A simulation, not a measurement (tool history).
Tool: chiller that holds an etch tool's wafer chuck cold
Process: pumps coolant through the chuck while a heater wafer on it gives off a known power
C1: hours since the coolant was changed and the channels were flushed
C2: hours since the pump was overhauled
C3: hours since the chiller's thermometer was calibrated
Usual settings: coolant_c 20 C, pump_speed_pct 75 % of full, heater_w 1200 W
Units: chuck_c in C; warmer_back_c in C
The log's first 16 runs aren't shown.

Run 17, hour 1585.2: usual settings but coolant_c 13 C, pump_speed_pct 94 % of full, heater_w 735 W; C1 2696; C2 3811; C3 1635. Result: chuck_c 17.8 C, warmer_back_c 1.88 C.
At hour 1601.6: coolant pump overhauled.
Run 18, hour 1652.0: usual settings but coolant_c 25 C, pump_speed_pct 73 % of full, heater_w 627 W; C1 2758; C2 50; C3 1697. Result: chuck_c 30.4 C, warmer_back_c 2.32 C.
Run 19, hour 1779.9: usual settings but coolant_c 25 C, pump_speed_pct 73 % of full, heater_w 627 W; C1 2885; C2 178; C3 1824. Result: chuck_c 30.3 C, warmer_back_c 2.38 C.
Run 20, hour 1893.4: usual settings but coolant_c 25 C, pump_speed_pct 73 % of full, heater_w 627 W; C1 2999; C2 292; C3 1938. Result: chuck_c 30.4 C, warmer_back_c 2.34 C.
Run 21, hour 1978.2: usual settings but coolant_c 25 C, pump_speed_pct 73 % of full, heater_w 627 W; C1 3084; C2 377; C3 2023. Result: chuck_c 30.5 C, warmer_back_c 2.34 C.
Run 22, hour 2094.8: usual settings but pump_speed_pct 67 % of full, heater_w 1162 W; C1 3200; C2 493; C3 2139. Result: chuck_c 31.6 C, warmer_back_c 4.81 C.
Run 23, hour 2193.8: usual settings but coolant_c 12 C, pump_speed_pct 69 % of full, heater_w 1159 W; C1 3299; C2 592; C3 2238. Result: chuck_c 23.1 C, warmer_back_c 4.71 C.
At hour 2233.5: coolant pump overhauled, once more.
Run 24, hour 2258.9: usual settings but coolant_c 11 C, heater_w 761 W; C1 3359; C2 25; C3 2298. Result: chuck_c 16.5 C, warmer_back_c 2.33 C.
Run 25, hour 2354.4: usual settings but coolant_c 12 C, pump_speed_pct 68 % of full, heater_w 935 W; C1 3455; C2 121; C3 2394. Result: chuck_c 19.6 C, warmer_back_c 3.19 C.
Run 26, hour 2443.4: usual settings but coolant_c 10 C; C1 3544; C2 210; C3 2483. Result: chuck_c 19.2 C, warmer_back_c 3.69 C.
Run 27, hour 2552.8: usual settings but coolant_c 10 C; C1 3653; C2 319; C3 2592. Result: chuck_c 19.1 C, warmer_back_c 3.66 C.
At hour 2571.3: chiller's thermometer calibrated.
Run 28, hour 2624.5: usual settings but coolant_c 13 C, pump_speed_pct 97 % of full; C1 3724; C2 390; C3 53. Result: chuck_c 20.7 C, warmer_back_c 2.73 C.

Forecast run 29:
Run 29, hour 2699.3: usual settings but coolant_c 11 C, pump_speed_pct 97 % of full, heater_w 778 W; C1 3799; C2 465; C3 128. Result: chuck_c ?, warmer_back_c ?.

chuck_c: 16.0 C
warmer_back_c: 1.78 C
Without the tool's hidden state the same run would have given chuck_c 15.4 C, warmer_back_c 1.76 C.

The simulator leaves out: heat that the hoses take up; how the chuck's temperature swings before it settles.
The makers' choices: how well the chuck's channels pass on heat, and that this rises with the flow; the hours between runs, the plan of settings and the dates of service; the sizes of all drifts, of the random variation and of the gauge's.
